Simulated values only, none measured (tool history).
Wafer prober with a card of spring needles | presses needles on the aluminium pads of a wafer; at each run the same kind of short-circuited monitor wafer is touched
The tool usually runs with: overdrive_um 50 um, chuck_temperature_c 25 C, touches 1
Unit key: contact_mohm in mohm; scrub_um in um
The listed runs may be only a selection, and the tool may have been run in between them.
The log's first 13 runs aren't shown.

run,day,overdrive_um,chuck_temperature_c,touches,touches since the tips were cleaned,cleanings since the card got new needles,touches since the first contact's height was set,contact_mohm,scrub_um
# day 4.458: tips cleaned on abrasive film
14,4.642,50,25,1,1907,76,25774,237,10.25
# day 4.767: tips cleaned on abrasive film
15,4.929,50,25,1,1724,77,28798,234,10.29
# day 5.075: tips cleaned on abrasive film
# day 5.379: tips cleaned on abrasive film
16,5.400,50,25,1,248,79,33726,218,10.21
# day 5.667: tips cleaned on abrasive film
17,5.688,50,25,1,201,80,36698,212,10.22
# day 5.958: tips cleaned on abrasive film
18,6.183,62,117,3,2407,81,41937,234,12.63
# day 6.254: tips cleaned on abrasive film
19,6.504,39,120,2,2659,82,45296,271,7.86
# day 6.546: tips cleaned on abrasive film
# day 6.833: tips cleaned on abrasive film
20,6.950,34,98,1,1259,84,49956,272,6.85
# day 7.121: tips cleaned on abrasive film
21,7.179,34,98,1,628,85,52319,254,6.82
# day 7.417: tips cleaned on abrasive film
22,7.596,61,31,1,1883,86,56698,225,12.39
# day 7.717: tips cleaned on abrasive film
23,7.871,61,31,1,1644,87,59573,229,12.40
# day 8.000: tips cleaned on abrasive film
# day 8.300: tips cleaned on abrasive film
24,8.367,62,87,1,738,89,64782,232,12.59
# day 8.617: tips cleaned on abrasive film
25,8.625,50,30,2,76,90,67447,210,10.15
# day 8.938: tips cleaned on abrasive film
26,9.042,68,28,1,1107,91,71828,213,13.84
# day 9.258: tips cleaned on abrasive film
27,9.258,68,28,1,0,92,74098,207,13.74
# day 9.567: tips cleaned on abrasive film
28,9.704,68,28,1,1428,93,78766,218,13.86
# day 9.875: tips cleaned on abrasive film
29,10.096,50,25,1,2345,94,82905,242,10.06
# day 10.162: tips cleaned on abrasive film
30,10.325,50,25,2,1742,95,85284,225,10.04
# day 10.446: tips cleaned on abrasive film
31,10.592,50,95,2,1543,96,88074,238,10.06
# day 10.742: tips cleaned on abrasive film
32,10.846,35,51,3,1077,97,90710,238,6.95
# day 11.029: tips cleaned on abrasive film
33,11.267,65,25,1,2501,98,95137,229,13.13

Alternative continuations, all from the tool just after run 33; predict every row:
# day 11.329: tips cleaned on abrasive film
# day 11.638: tips cleaned on abrasive film
A,11.638,34,48,3,0,100,98994,?,?
# day 11.329: tips cleaned on abrasive film
# day 11.638: tips cleaned on abrasive film
B,11.638,40,106,1,0,100,98994,?,?
# day 11.329: tips cleaned on abrasive film
# day 11.638: tips cleaned on abrasive film
C,11.638,38,25,2,0,100,98994,?,?

run,contact_mohm,scrub_um
A,224,6.58
B,241,7.92
C,221,7.57
With no hidden state in the tool, these same runs would have given:
run,contact_mohm,scrub_um
A,217,6.96
B,232,8.30
C,213,7.95
